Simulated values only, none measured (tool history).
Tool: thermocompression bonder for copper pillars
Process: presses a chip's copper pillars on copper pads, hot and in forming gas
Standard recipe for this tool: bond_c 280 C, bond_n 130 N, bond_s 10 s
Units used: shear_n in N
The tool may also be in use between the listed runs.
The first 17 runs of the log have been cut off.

Run 18, hour 629.2: usual settings but bond_n 177 N, bond_s 12 s. Result: shear_n 83 N.
Run 19, hour 683.2: usual settings but bond_c 265 C, bond_n 126 N, bond_s 13 s. Result: shear_n 61 N.
At hour 709: heater calibrated with a thermocouple chip.
Run 20, hour 735.9: usual settings but bond_c 298 C, bond_n 126 N, bond_s 7 s. Result: shear_n 68 N.
Run 21, hour 782: usual settings but bond_c 253 C, bond_n 79 N, bond_s 11 s. Result: shear_n 33.5 N.
Run 22, hour 818.1: usual settings but bond_c 292 C, bond_n 166 N, bond_s 19 s. Result: shear_n 88.8 N.
Run 23, hour 857.6: usual settings but bond_c 307 C. Result: shear_n 78.5 N.
Run 24, hour 887.7: usual settings but bond_c 307 C. Result: shear_n 80.4 N.
Run 25, hour 941.4: usual settings but bond_c 303 C, bond_n 114 N, bond_s 23 s. Result: shear_n 84 N.
Run 26, hour 972.5: usual settings but bond_c 282 C, bond_n 112 N. Result: shear_n 62.1 N.
Run 27, hour 1011.9: usual settings but bond_c 282 C, bond_n 132 N. Result: shear_n 69.6 N.
Run 28, hour 1059.7: usual settings but bond_c 282 C, bond_n 107 N, bond_s 11 s. Result: shear_n 60.5 N.
Run 29, hour 1093.4: usual settings but bond_c 282 C, bond_n 107 N, bond_s 11 s. Result: shear_n 60.5 N.
Run 30, hour 1139: usual settings but bond_c 282 C, bond_n 107 N, bond_s 11 s. Result: shear_n 60.2 N.
Run 31, hour 1168.3: usual settings but bond_c 309 C, bond_n 142 N, bond_s 20 s. Result: shear_n 90.9 N.
At hour 1207.4: forming gas filter changed.
Run 32, hour 1216.6: usual settings but bond_c 309 C, bond_n 142 N, bond_s 20 s. Result: shear_n 90.9 N.
Run 33, hour 1247.7: usual settings but bond_c 285 C, bond_s 6 s. Result: shear_n 60.9 N.

3 ways to go on from here, each from the tool as it stands after run 33. What would each give?
Run A, hour 1284.4: usual settings but bond_c 257 C, bond_s 7 s. Result: shear_n ?.
Run B, hour 1284.4: usual settings but bond_c 293 C, bond_s 16 s. Result: shear_n ?.
Run C, hour 1284.4: usual settings but bond_c 285 C, bond_s 6 s. Result: shear_n ?.

run  shear_n
  A     49.4
  B     80.3
  C     60.6
Without the tool's hidden state the same runs would have given:
run  shear_n
  A     49.5
  B     80.4
  C     60.7
